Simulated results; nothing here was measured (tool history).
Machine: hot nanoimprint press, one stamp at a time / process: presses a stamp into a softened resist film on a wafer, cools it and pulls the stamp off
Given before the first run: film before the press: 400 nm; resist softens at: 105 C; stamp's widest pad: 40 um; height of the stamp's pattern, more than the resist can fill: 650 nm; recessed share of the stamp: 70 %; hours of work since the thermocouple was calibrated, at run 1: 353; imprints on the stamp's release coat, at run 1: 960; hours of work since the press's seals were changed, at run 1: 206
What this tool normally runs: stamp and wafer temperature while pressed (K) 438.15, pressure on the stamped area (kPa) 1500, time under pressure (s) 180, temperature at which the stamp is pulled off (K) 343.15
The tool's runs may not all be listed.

run	hour	stamp and wafer temperature while pressed (K)	pressure on the stamped area (kPa)	time under pressure (s)	temperature at which the stamp is pulled off (K)	hours of work since the thermocouple was calibrated	imprints on the stamp's release coat	hours of work since the press's seals were changed	resist left under the stamp's widest pad (angstrom)	greatest force while the stamp is pulled off (N)
1	0.0	438.15	1500	180	343.15	353	960	206	1591	208
# hour 16.2: stamp cleaned and given a new release coat
2	59.6	438.15	1500	112	343.15	386	155	239	1881	151
# hour 70.4: plate thermocouple calibrated
3	115.6	438.15	1500	112	343.15	28	343	273	1842	154
4	160.3	438.15	1500	112	343.15	56	502	301	1838	172
5	194.4	438.15	1500	112	343.15	78	623	322	1855	174
6	241.1	438.15	1500	112	343.15	107	789	351	1882	196
7	289.2	438.15	1500	180	343.15	137	960	381	1567	204
# hour 304.1: stamp cleaned and given a new release coat
8	349.8	438.15	1500	180	343.15	171	162	416	1568	157
9	405.8	438.15	1500	180	349.15	206	361	451	1569	139
10	450.8	438.15	1500	180	349.15	234	521	479	1584	148
11	484.2	438.15	1500	180	349.15	255	640	500	1587	154
12	521.1	438.15	1500	180	349.15	278	771	523	1595	161
13	567.6	438.15	1500	180	349.15	308	936	552	1615	172
# hour 590.7: stamp cleaned and given a new release coat
14	600.1	438.15	1500	180	349.15	324	34	569	1601	127
15	653.5	438.15	1500	180	349.15	358	224	602	1603	131
16	683.5	438.15	1500	180	349.15	376	330	621	1620	144
# hour 713.1: plate thermocouple calibrated
17	744.7	428.15	940	148	343.15	20	537	657	3170	168
18	777.4	427.15	2180	340	334.15	40	653	678	2023	216
19	808.3	427.15	2180	340	334.15	60	763	697	2023	229
20	857.4	427.15	2180	340	334.15	90	938	728	2030	243
# hour 879.4: stamp cleaned and given a new release coat
21	912.6	446.15	1500	180	331.15	121	118	759	971	185
22	941.2	446.15	1500	180	331.15	139	219	777	980	199

Run 23 comes next. What will it give?
23	967.5	438.15	1500	294	344.15	156	313	793	?	?

{"run 23": {"resist left under the stamp's widest pad (angstrom)": 1278, "greatest force while the stamp is pulled off (N)": 157}}
The same run, on a tool lacking any hidden state, would have yielded resist left under the stamp's widest pad (angstrom) 1245, greatest force while the stamp is pulled off (N) 138.
